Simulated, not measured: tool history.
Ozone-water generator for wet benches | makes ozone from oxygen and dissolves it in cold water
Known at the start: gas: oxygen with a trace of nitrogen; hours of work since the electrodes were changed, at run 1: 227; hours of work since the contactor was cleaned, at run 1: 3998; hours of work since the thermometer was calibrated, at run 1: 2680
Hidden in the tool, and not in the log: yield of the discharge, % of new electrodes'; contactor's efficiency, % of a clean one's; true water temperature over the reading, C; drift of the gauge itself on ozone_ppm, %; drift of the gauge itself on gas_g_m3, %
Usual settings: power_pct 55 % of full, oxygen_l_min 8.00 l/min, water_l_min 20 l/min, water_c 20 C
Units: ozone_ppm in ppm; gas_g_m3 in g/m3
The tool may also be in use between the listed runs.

| run | day | power_pct | oxygen_l_min | water_l_min | water_c | hours of work since the electrodes were changed | hours of work since the contactor was cleaned | hours of work since the thermometer was calibrated | ozone_ppm | gas_g_m3 |
|---|---|---|---|---|---|---|---|---|---|---|
| 1 | 0.000 | 55 | 8.00 | 20 | 20 | 227 | 3998 | 2680 | 20.5 | 188.5 |
| 2 | 0.771 | 55 | 8.00 | 20 | 20 | 239 | 4011 | 2692 | 20.3 | 189.4 |
| 3 | 1.979 | 55 | 8.00 | 20 | 25 | 259 | 4030 | 2712 | 18.7 | 187.2 |
| 4 | 2.967 | 55 | 7.35 | 20 | 20 | 275 | 4046 | 2728 | 20.9 | 200.9 |
| 5 | 4.233 | 55 | 7.35 | 20 | 20 | 295 | 4067 | 2749 | 20.9 | 199.0 |
| 6 | 4.804 | 55 | 7.35 | 20 | 20 | 305 | 4076 | 2758 | 20.9 | 199.2 |
| 7 | 5.646 | 55 | 7.35 | 20 | 20 | 318 | 4090 | 2771 | 20.7 | 199.9 |
| 8 | 6.812 | 99 | 8.00 | 20 | 20 | 337 | 4109 | 2790 | 32.0 | 292.7 |
| 9 | 7.379 | 99 | 8.00 | 20 | 20 | 346 | 4118 | 2800 | 31.9 | 291.0 |
| 10 | 8.621 | 55 | 8.00 | 20 | 20 | 366 | 4138 | 2820 | 20.6 | 186.4 |
| 11 | 9.175 | 97 | 8.00 | 20 | 20 | 375 | 4147 | 2829 | 31.1 | 291.1 |
| 12 | 10.329 | 59 | 8.00 | 20 | 20 | 394 | 4166 | 2848 | 21.6 | 199.4 |
| 13 | 11.458 | 59 | 8.00 | 20 | 20 | 413 | 4184 | 2866 | 21.3 | 198.2 |
| 14 | 12.454 | 92 | 4.50 | 27 | 20 | 429 | 4200 | 2882 | 25.4 | 411.2 |
| 15 | 13.250 | 68 | 12.85 | 22 | 16 | 442 | 4213 | 2895 | 20.8 | 158.3 |
| 16 | 13.967 | 71 | 12.85 | 22 | 16 | 453 | 4225 | 2907 | 21.9 | 163.3 |
| 17 | 14.867 | 71 | 12.85 | 22 | 16 | 468 | 4239 | 2921 | 21.8 | 163.4 |
| 18 | 15.912 | 71 | 12.85 | 22 | 16 | 485 | 4256 | 2938 | 21.6 | 161.7 |
| 19 | 16.512 | 70 | 5.17 | 20 | 15 | 494 | 4266 | 2948 | 28.8 | 303.7 |
| 20 | 17.688 | 55 | 13.07 | 13 | 20 | 514 | 4285 | 2967 | 21.7 | 133.9 |
| 21 | 18.546 | 55 | 13.07 | 13 | 20 | 527 | 4299 | 2981 | 21.7 | 133.8 |
| 22 | 19.546 | 46 | 13.22 | 24 | 24 | 544 | 4315 | 2997 | 12.5 | 114.9 |

Hidden state or all else? Some run-to-run changes of ozone_ppm, split into what the settings, what came in and random variation would give without the hidden state, and what is left for the hidden state (with any gauge scatter that isn't in both results):
Run 7 -> 8: power_pct 55 -> 99, oxygen_l_min 7.35 -> 8.00. ozone_ppm +11.3 ppm: hidden state -0.8, all else +12.1.
Run 9 -> 10: power_pct 99 -> 55. ozone_ppm -11.3 ppm: hidden state +0.8, all else -12.1.
